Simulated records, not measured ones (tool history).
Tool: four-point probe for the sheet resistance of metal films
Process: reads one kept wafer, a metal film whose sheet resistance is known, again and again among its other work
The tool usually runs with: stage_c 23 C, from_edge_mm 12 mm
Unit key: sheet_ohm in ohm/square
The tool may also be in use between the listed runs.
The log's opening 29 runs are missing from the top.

| run | hour | stage_c | from_edge_mm | sheet_ohm |
|---|---|---|---|---|
| 30 | 976.0 | 23 | 12 | 11.736559 |
| 31 | 1012.2 | 25 | 12 | 11.701322 |
| 32 | 1038.0 | 23 | 25 | 11.724846 |
| 33 | 1060.1 | 20 | 12 | 11.793463 |
| 34 | 1090.8 | 25 | 10 | 11.706690 |
| 35 | 1128.8 | 25 | 10 | 11.706613 |
| 36 | 1155.2 | 29 | 25 | 11.613642 |
| 37 | 1185.1 | 29 | 25 | 11.612514 |
| 38 | 1212.1 | 29 | 25 | 11.611412 |
| 39 | 1244.7 | 33 | 56 | 11.534817 |
| 40 | 1281.4 | 33 | 35 | 11.536640 |
| 41 | 1301.3 | 30 | 7 | 11.641740 |
| 42 | 1319.9 | 21 | 3 | 12.040131 |

Forecast run 43:
| 43 | 1338.4 | 23 | 4 | ? |

sheet_ohm: 11.874681 ohm/square
If the tool had no hidden condition, the same run with the same run-to-run variation would have returned sheet_ohm 11.874606 ohm/square.
